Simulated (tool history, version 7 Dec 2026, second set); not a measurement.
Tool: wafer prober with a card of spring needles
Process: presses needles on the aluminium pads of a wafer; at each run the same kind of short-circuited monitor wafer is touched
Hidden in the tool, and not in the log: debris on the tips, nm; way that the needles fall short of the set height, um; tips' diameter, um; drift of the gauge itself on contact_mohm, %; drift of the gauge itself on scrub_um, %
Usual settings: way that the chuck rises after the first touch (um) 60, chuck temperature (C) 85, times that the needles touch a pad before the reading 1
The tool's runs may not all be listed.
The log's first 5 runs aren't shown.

| run | hour | way that the chuck rises after the first touch (um) | chuck temperature (C) | times that the needles touch a pad before the reading | touches since the tips were cleaned | cleanings since the card got new needles | touches since the first contact's height was set | resistance of one needle with its contact and lead (mohm) | way that a needle slides on the pad (um) |
|---|---|---|---|---|---|---|---|---|---|
|  | 35.9 | tips cleaned on abrasive film |
| 6 | 36.6 | 60 | 51 | 1 | 296 | 22 | 164796 | 197 | 11.54 |
| 7 | 42.4 | 60 | 38 | 1 | 2709 | 22 | 167209 | 216 | 11.47 |
| 8 | 47.4 | 60 | 85 | 1 | 4828 | 22 | 169328 | 228 | 11.60 |
|  | 53.7 | tips cleaned on abrasive film |
| 9 | 57.2 | 60 | 85 | 1 | 1475 | 23 | 173385 | 215 | 11.53 |
| 10 | 65.1 | 60 | 85 | 1 | 4798 | 23 | 176708 | 235 | 11.52 |
|  | 70.9 | tips cleaned on abrasive film |
| 11 | 71.4 | 60 | 40 | 1 | 202 | 24 | 179307 | 191 | 11.50 |
| 12 | 76.1 | 60 | 85 | 3 | 2177 | 24 | 181282 | 206 | 11.53 |
| 13 | 83.7 | 60 | 85 | 3 | 5344 | 24 | 184449 | 209 | 11.49 |
|  | 88.6 | tips cleaned on abrasive film |
| 14 | 92.1 | 60 | 85 | 1 | 1484 | 25 | 187963 | 214 | 11.45 |
| 15 | 97.0 | 60 | 85 | 1 | 3536 | 25 | 190015 | 224 | 11.48 |
|  | 105.7 | tips cleaned on abrasive film |
| 16 | 105.7 | 72 | 85 | 1 | 0 | 26 | 193624 | 196 | 13.84 |
| 17 | 113.0 | 60 | 85 | 1 | 3066 | 26 | 196690 | 221 | 11.39 |
| 18 | 118.0 | 60 | 85 | 1 | 5132 | 26 | 198756 | 233 | 11.44 |
|  | 123.0 | tips cleaned on abrasive film |
| 19 | 125.3 | 65 | 33 | 2 | 997 | 27 | 201810 | 189 | 12.42 |
| 20 | 130.3 | 69 | 55 | 2 | 3092 | 27 | 203905 | 199 | 13.19 |
| 21 | 136.7 | 63 | 85 | 1 | 5755 | 27 | 206568 | 229 | 12.06 |
|  | 140.6 | tips cleaned on abrasive film |
| 22 | 144.4 | 54 | 83 | 1 | 1626 | 28 | 209782 | 216 | 10.24 |
| 23 | 148.6 | 60 | 29 | 1 | 3355 | 28 | 211511 | 216 | 11.38 |
| 24 | 156.9 | 60 | 29 | 1 | 6866 | 28 | 215022 | 227 | 11.36 |
|  | 157.8 | tips cleaned on abrasive film |
| 25 | 163.7 | 45 | 121 | 1 | 2488 | 29 | 217844 | 243 | 8.51 |
| 26 | 172.2 | 45 | 121 | 1 | 6024 | 29 | 221380 | 272 | 8.47 |
|  | 175.3 | tips cleaned on abrasive film |
| 27 | 180.9 | 45 | 121 | 1 | 2341 | 30 | 225000 | 245 | 8.41 |

Run 28 comes next. What will it give?
|  | 184.8 | height of the first contact set anew |
| 28 | 188.3 | 58 | 39 | 1 | 5325 | 30 | 1456 | ? | ? |

resistance of one needle with its contact and lead (mohm): 229
way that a needle slides on the pad (um): 11.43
Without the tool's hidden state the same run would have given resistance of one needle with its contact and lead (mohm) 189, way that a needle slides on the pad (um) 11.43.
